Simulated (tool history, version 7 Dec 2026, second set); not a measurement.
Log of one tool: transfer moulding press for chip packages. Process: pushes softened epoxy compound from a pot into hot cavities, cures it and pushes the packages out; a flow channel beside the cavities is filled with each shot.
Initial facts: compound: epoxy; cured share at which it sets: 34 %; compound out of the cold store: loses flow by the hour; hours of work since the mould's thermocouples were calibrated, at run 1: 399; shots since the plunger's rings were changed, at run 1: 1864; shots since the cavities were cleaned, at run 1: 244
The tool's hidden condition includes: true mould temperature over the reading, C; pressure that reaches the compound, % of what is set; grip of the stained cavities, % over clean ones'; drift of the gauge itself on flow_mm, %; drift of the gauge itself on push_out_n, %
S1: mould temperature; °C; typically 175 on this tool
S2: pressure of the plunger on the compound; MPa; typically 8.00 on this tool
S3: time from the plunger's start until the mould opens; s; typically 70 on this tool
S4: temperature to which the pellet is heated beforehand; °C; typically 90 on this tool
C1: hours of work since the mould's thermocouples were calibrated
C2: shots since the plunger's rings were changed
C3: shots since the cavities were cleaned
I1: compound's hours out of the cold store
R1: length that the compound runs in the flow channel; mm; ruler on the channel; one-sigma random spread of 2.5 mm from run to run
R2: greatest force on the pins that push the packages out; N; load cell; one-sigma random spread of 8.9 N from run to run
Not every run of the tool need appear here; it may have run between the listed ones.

run	hour	S1	S2	S3	S4	C1	C2	C3	I1	R1	R2
1	0.0	175	8.00	70	90	399	1864	244	18.0	965	557
2	32.9	175	8.00	70	90	422	2391	771	17.7	965	665
# hour 37.5: cavities cleaned with cleaning compound and waxed
# hour 93.6: cavities cleaned with cleaning compound and waxed
3	100.2	175	8.00	70	90	466	3421	106	27.4	926	498
# hour 146.0: cavities cleaned with cleaning compound and waxed
# hour 150.8: cavities cleaned with cleaning compound and waxed, once more
4	153.4	175	7.51	70	90	500	4225	40	13.6	930	482
5	186.9	175	7.51	70	90	523	4763	578	32.3	872	609
# hour 204.1: cavities cleaned with cleaning compound and waxed
# hour 228.5: plunger's sealing rings changed
# hour 261.8: cavities cleaned with cleaning compound and waxed
6	261.8	175	7.51	70	90	571	510	0	36.2	892	422
7	312.3	175	7.51	70	90	605	1319	809	19.6	940	707
# hour 317.1: cavities cleaned with cleaning compound and waxed
# hour 371.5: cavities cleaned with cleaning compound and waxed
8	375.3	175	8.00	70	90	646	2280	61	19.7	963	483
# hour 405.0: mould's thermocouples calibrated
# hour 426.7: cavities cleaned with cleaning compound and waxed
9	426.9	175	8.00	70	96	14	3050	3	46.0	876	366
# hour 480.1: cavities cleaned with cleaning compound and waxed
10	487.9	175	7.74	70	96	55	4004	125	13.2	947	474
11	528.0	170	8.00	70	90	82	4646	767	44.8	877	867
# hour 533.4: cavities cleaned with cleaning compound and waxed
# hour 575.7: plunger's sealing rings changed
12	583.5	170	8.00	70	90	117	126	764	9.1	1038	988
# hour 591.6: cavities cleaned with cleaning compound and waxed
13	633.4	170	8.00	70	90	150	901	670	23.2	981	930
# hour 645.7: cavities cleaned with cleaning compound and waxed
14	694.4	170	8.00	70	90	191	1855	780	46.3	900	879
# hour 702.7: cavities cleaned with cleaning compound and waxed
# hour 760.1: cavities cleaned with cleaning compound and waxed
15	762.5	182	8.00	89	89	236	2898	39	29.2	907	272
# hour 814.6: cavities cleaned with cleaning compound and waxed
16	829.8	168	8.67	98	99	281	3952	243	40.1	944	377
# hour 868.7: cavities cleaned with cleaning compound and waxed
17	876.8	171	9.40	105	90	312	4681	130	39.5	972	306
# hour 920.5: plunger's sealing rings changed
# hour 925.9: cavities cleaned with cleaning compound and waxed
18	941.2	175	6.24	70	88	353	308	246	28.2	842	539
# hour 981.2: cavities cleaned with cleaning compound and waxed
19	1002.7	175	6.24	70	88	394	1269	344	23.2	847	594
# hour 1036.2: cavities cleaned with cleaning compound and waxed
20	1043.9	175	6.24	70	88	421	1904	123	44.5	785	475
# hour 1091.0: cavities cleaned with cleaning compound and waxed
21	1096.5	175	6.24	70	88	457	2724	89	14.0	859	505
22	1127.3	175	7.14	70	97	478	3217	582	37.5	844	581
# hour 1145.1: cavities cleaned with cleaning compound and waxed
# hour 1200.4: cavities cleaned with cleaning compound and waxed
23	1200.4	174	8.30	70	90	526	4341	0	23.2	951	488
# hour 1254.5: cavities cleaned with cleaning compound and waxed
# hour 1267.2: plunger's sealing rings changed
24	1275.6	172	8.26	70	90	574	134	298	20.5	1003	729
# hour 1311.0: cavities cleaned with cleaning compound and waxed
25	1348.8	172	8.74	87	87	623	1283	606	34.3	976	448

Predict each of these 5 candidate next runs independently; none follows another, all start after run 25:
# hour 1367.4: cavities cleaned with cleaning compound and waxed
# hour 1413.4: mould's thermocouples calibrated
A	1413.4	172	7.11	87	87	0	2263	705	29.5	?	?
# hour 1367.4: cavities cleaned with cleaning compound and waxed
# hour 1413.4: mould's thermocouples calibrated
B	1413.4	183	7.06	87	82	0	2263	705	46.2	?	?
# hour 1367.4: cavities cleaned with cleaning compound and waxed
# hour 1413.4: mould's thermocouples calibrated
C	1413.4	172	7.28	87	93	0	2263	705	39.1	?	?
# hour 1367.4: cavities cleaned with cleaning compound and waxed
# hour 1413.4: mould's thermocouples calibrated
D	1413.4	172	8.27	87	87	0	2263	705	10.8	?	?
# hour 1367.4: cavities cleaned with cleaning compound and waxed
# hour 1413.4: mould's thermocouples calibrated
E	1413.4	172	9.54	87	87	0	2263	705	20.3	?	?

run	R1	R2
A	891	470
B	809	393
C	872	458
D	1017	494
E	1056	480
Without the tool's hidden state the same runs would have given:
run	R1	R2
A	911	307
B	827	263
C	892	301
D	1040	323
E	1080	315

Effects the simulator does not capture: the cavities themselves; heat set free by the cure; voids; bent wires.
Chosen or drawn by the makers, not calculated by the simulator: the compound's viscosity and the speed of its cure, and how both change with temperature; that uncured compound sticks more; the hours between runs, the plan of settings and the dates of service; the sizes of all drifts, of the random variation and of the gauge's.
